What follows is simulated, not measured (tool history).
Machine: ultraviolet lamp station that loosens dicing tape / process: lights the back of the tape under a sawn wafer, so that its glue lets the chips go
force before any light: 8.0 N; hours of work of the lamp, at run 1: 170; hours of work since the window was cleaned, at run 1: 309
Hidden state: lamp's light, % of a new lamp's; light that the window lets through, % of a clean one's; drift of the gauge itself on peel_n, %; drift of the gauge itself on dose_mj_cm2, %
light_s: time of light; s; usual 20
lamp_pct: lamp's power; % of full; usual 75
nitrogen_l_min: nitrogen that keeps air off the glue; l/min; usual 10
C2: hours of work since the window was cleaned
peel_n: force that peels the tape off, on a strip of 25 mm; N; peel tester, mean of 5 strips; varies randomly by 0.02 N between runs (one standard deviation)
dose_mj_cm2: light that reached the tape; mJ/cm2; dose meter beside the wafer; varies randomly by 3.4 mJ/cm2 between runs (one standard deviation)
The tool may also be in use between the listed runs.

{"run": 1, "day": 0.0, "light_s": 20, "lamp_pct": 75, "nitrogen_l_min": 10, "hours of work of the lamp": 170, "C2": 309, "peel_n": 1.135, "dose_mj_cm2": 473}
{"run": 2, "day": 2.988, "light_s": 20, "lamp_pct": 75, "nitrogen_l_min": 10, "hours of work of the lamp": 204, "C2": 343, "peel_n": 1.298, "dose_mj_cm2": 463}
{"run": 3, "day": 5.262, "light_s": 20, "lamp_pct": 75, "nitrogen_l_min": 10, "hours of work of the lamp": 230, "C2": 369, "peel_n": 1.272, "dose_mj_cm2": 459}
{"run": 4, "day": 7.504, "light_s": 20, "lamp_pct": 75, "nitrogen_l_min": 10, "hours of work of the lamp": 256, "C2": 395, "peel_n": 1.334, "dose_mj_cm2": 451}
{"run": 5, "day": 9.033, "light_s": 20, "lamp_pct": 75, "nitrogen_l_min": 10, "hours of work of the lamp": 273, "C2": 412, "peel_n": 1.27, "dose_mj_cm2": 450}
{"run": 6, "day": 11.779, "light_s": 35, "lamp_pct": 75, "nitrogen_l_min": 10, "hours of work of the lamp": 305, "C2": 444, "peel_n": 0.484, "dose_mj_cm2": 779}
{"run": 7, "day": 14.038, "light_s": 35, "lamp_pct": 75, "nitrogen_l_min": 10, "hours of work of the lamp": 331, "C2": 470, "peel_n": 0.48, "dose_mj_cm2": 752}
{"day": 14.312, "done": "window cleaned of glue's vapour"}
{"run": 8, "day": 16.925, "light_s": 20, "lamp_pct": 75, "nitrogen_l_min": 10, "hours of work of the lamp": 363, "C2": 30, "peel_n": 1.548, "dose_mj_cm2": 410}
{"run": 9, "day": 19.954, "light_s": 20, "lamp_pct": 75, "nitrogen_l_min": 10, "hours of work of the lamp": 398, "C2": 65, "peel_n": 1.572, "dose_mj_cm2": 405}
{"run": 10, "day": 21.662, "light_s": 20, "lamp_pct": 75, "nitrogen_l_min": 10, "hours of work of the lamp": 418, "C2": 84, "peel_n": 1.631, "dose_mj_cm2": 402}
{"run": 11, "day": 23.5, "light_s": 18, "lamp_pct": 72, "nitrogen_l_min": 7, "hours of work of the lamp": 439, "C2": 105, "peel_n": 2.328, "dose_mj_cm2": 339}
{"day": 25.129, "done": "window cleaned of glue's vapour, once more"}
{"run": 12, "day": 26.271, "light_s": 23, "lamp_pct": 60, "nitrogen_l_min": 5, "hours of work of the lamp": 470, "C2": 13, "peel_n": 2.096, "dose_mj_cm2": 421}
{"run": 13, "day": 27.504, "light_s": 19, "lamp_pct": 94, "nitrogen_l_min": 14, "hours of work of the lamp": 484, "C2": 27, "peel_n": 0.813, "dose_mj_cm2": 542}
{"run": 14, "day": 29.683, "light_s": 19, "lamp_pct": 94, "nitrogen_l_min": 14, "hours of work of the lamp": 509, "C2": 52, "peel_n": 0.826, "dose_mj_cm2": 531}
{"run": 15, "day": 31.583, "light_s": 19, "lamp_pct": 94, "nitrogen_l_min": 14, "hours of work of the lamp": 531, "C2": 74, "peel_n": 0.867, "dose_mj_cm2": 526}
{"run": 16, "day": 33.296, "light_s": 11, "lamp_pct": 61, "nitrogen_l_min": 10, "hours of work of the lamp": 550, "C2": 93, "peel_n": 3.431, "dose_mj_cm2": 198}
{"run": 17, "day": 35.054, "light_s": 20, "lamp_pct": 94, "nitrogen_l_min": 10, "hours of work of the lamp": 571, "C2": 114, "peel_n": 0.948, "dose_mj_cm2": 540}
{"run": 18, "day": 36.392, "light_s": 20, "lamp_pct": 75, "nitrogen_l_min": 18, "hours of work of the lamp": 586, "C2": 129, "peel_n": 1.105, "dose_mj_cm2": 433}
{"run": 19, "day": 38.629, "light_s": 10, "lamp_pct": 87, "nitrogen_l_min": 19, "hours of work of the lamp": 612, "C2": 155, "peel_n": 2.487, "dose_mj_cm2": 246}

Consider 5 possible next runs. They are alternatives, not a sequence: every one starts from the tool as it was left by run 19. What does each give?
{"run": "A", "day": 40.038, "light_s": 24, "lamp_pct": 75, "nitrogen_l_min": 10, "hours of work of the lamp": 628, "C2": 171, "peel_n": "?", "dose_mj_cm2": "?"}
{"run": "B", "day": 40.038, "light_s": 11, "lamp_pct": 86, "nitrogen_l_min": 12, "hours of work of the lamp": 628, "C2": 171, "peel_n": "?", "dose_mj_cm2": "?"}
{"run": "C", "day": 40.038, "light_s": 20, "lamp_pct": 75, "nitrogen_l_min": 10, "hours of work of the lamp": 628, "C2": 171, "peel_n": "?", "dose_mj_cm2": "?"}
{"run": "D", "day": 40.038, "light_s": 10, "lamp_pct": 67, "nitrogen_l_min": 13, "hours of work of the lamp": 628, "C2": 171, "peel_n": "?", "dose_mj_cm2": "?"}
{"run": "E", "day": 40.038, "light_s": 19, "lamp_pct": 87, "nitrogen_l_min": 12, "hours of work of the lamp": 628, "C2": 171, "peel_n": "?", "dose_mj_cm2": "?"}

run=A peel_n=1.12 dose_mj_cm2=504
run=B peel_n=2.629 dose_mj_cm2=265
run=C peel_n=1.38 dose_mj_cm2=420
run=D peel_n=3.479 dose_mj_cm2=185
run=E peel_n=1.192 dose_mj_cm2=466
With no hidden state in the tool, these same runs would have given:
run=A peel_n=0.693 dose_mj_cm2=649
run=B peel_n=1.926 dose_mj_cm2=341
run=C peel_n=0.898 dose_mj_cm2=540
run=D peel_n=2.756 dose_mj_cm2=238
run=E peel_n=0.746 dose_mj_cm2=599
